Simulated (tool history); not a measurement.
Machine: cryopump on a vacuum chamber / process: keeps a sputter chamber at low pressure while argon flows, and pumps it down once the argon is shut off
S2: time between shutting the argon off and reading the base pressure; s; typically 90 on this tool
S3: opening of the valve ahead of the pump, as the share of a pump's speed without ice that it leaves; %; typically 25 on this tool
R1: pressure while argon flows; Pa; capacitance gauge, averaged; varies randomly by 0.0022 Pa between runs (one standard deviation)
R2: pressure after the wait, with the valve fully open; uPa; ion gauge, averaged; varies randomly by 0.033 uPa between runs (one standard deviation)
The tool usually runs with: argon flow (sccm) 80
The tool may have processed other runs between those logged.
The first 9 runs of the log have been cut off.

{"run": 10, "hour": 818.4, "argon flow (sccm)": 80, "S2": 94, "S3": 25, "R1": 0.5778, "R2": 2.48}
{"run": 11, "hour": 894.7, "argon flow (sccm)": 80, "S2": 90, "S3": 39, "R1": 0.3945, "R2": 2.51}
{"run": 12, "hour": 1000.5, "argon flow (sccm)": 80, "S2": 114, "S3": 25, "R1": 0.6006, "R2": 2.3}
{"hour": 1082.2, "done": "pump warmed up, emptied and cooled again"}
{"run": 13, "hour": 1104.4, "argon flow (sccm)": 80, "S2": 114, "S3": 25, "R1": 0.5471, "R2": 2.01}
{"run": 14, "hour": 1224.8, "argon flow (sccm)": 80, "S2": 90, "S3": 25, "R1": 0.5511, "R2": 2.44}
{"run": 15, "hour": 1294.9, "argon flow (sccm)": 80, "S2": 90, "S3": 25, "R1": 0.5614, "R2": 2.47}
{"run": 16, "hour": 1422.0, "argon flow (sccm)": 80, "S2": 191, "S3": 25, "R1": 0.5654, "R2": 1.79}
{"run": 17, "hour": 1475.1, "argon flow (sccm)": 80, "S2": 90, "S3": 25, "R1": 0.5655, "R2": 2.63}
{"run": 18, "hour": 1580.1, "argon flow (sccm)": 58, "S2": 136, "S3": 23, "R1": 0.4521, "R2": 2.18}
{"run": 19, "hour": 1669.4, "argon flow (sccm)": 45, "S2": 65, "S3": 23, "R1": 0.3531, "R2": 3.23}
{"run": 20, "hour": 1734.3, "argon flow (sccm)": 72, "S2": 25, "S3": 39, "R1": 0.3547, "R2": 6.51}
{"run": 21, "hour": 1801.3, "argon flow (sccm)": 48, "S2": 143, "S3": 18, "R1": 0.4839, "R2": 2.39}
{"run": 22, "hour": 1877.1, "argon flow (sccm)": 48, "S2": 143, "S3": 18, "R1": 0.4907, "R2": 2.43}
{"run": 23, "hour": 1944.1, "argon flow (sccm)": 48, "S2": 143, "S3": 18, "R1": 0.4873, "R2": 2.53}
{"hour": 1974.2, "done": "pump warmed up, emptied and cooled again"}
{"run": 24, "hour": 2072.7, "argon flow (sccm)": 80, "S2": 291, "S3": 22, "R1": 0.6212, "R2": 1.64}
{"run": 25, "hour": 2129.0, "argon flow (sccm)": 53, "S2": 157, "S3": 45, "R1": 0.2054, "R2": 2.05}
{"run": 26, "hour": 2224.9, "argon flow (sccm)": 53, "S2": 157, "S3": 45, "R1": 0.2106, "R2": 2.12}
{"run": 27, "hour": 2286.0, "argon flow (sccm)": 44, "S2": 147, "S3": 48, "R1": 0.1673, "R2": 2.22}
{"run": 28, "hour": 2415.4, "argon flow (sccm)": 44, "S2": 147, "S3": 48, "R1": 0.1723, "R2": 2.4}
{"run": 29, "hour": 2501.8, "argon flow (sccm)": 44, "S2": 147, "S3": 48, "R1": 0.1767, "R2": 2.46}

For run 30, what comes out?
{"run": 30, "hour": 2606.3, "argon flow (sccm)": 74, "S2": 40, "S3": 25, "R1": "?", "R2": "?"}

Run 30 yielded R1 0.5408 Pa, R2 5.06 uPa.
Had the tool carried no hidden state, the very same run would have given R1 0.5004 Pa, R2 3.68 uPa.
